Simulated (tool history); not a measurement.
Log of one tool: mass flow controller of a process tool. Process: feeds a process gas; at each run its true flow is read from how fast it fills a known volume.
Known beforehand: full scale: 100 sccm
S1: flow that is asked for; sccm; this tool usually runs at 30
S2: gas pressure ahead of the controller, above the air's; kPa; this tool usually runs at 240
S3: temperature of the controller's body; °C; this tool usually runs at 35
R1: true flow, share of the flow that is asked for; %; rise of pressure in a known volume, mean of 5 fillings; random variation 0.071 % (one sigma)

run	day	S1	S2	S3	R1
1	0.000	30	240	35	99.41
2	6.292	30	240	35	99.36
3	13.600	30	240	35	99.18
4	19.929	30	240	35	99.26
5	26.754	30	240	35	99.12
6	32.350	30	240	31	99.21
7	37.067	30	240	35	99.05
8	40.904	30	240	21	99.43
9	47.483	30	240	21	99.43
10	52.529	30	240	26	99.10
11	56.404	30	240	26	99.05
12	63.838	82	279	31	99.22
13	71.246	28	240	35	98.37
14	78.917	86	240	35	98.63

4 ways to go on from here, each from the tool as it stands after run 14. What would each give?
A	84.679	30	240	25	?
B	84.679	62	169	39	?
C	84.679	86	191	36	?
D	84.679	31	184	35	?

run	R1
A	98.75
B	97.87
C	98.24
D	97.88
The same runs, with their run-to-run variation unchanged, on a tool lacking any hidden condition would have given:
run	R1
A	99.99
B	99.09
C	99.47
D	99.11

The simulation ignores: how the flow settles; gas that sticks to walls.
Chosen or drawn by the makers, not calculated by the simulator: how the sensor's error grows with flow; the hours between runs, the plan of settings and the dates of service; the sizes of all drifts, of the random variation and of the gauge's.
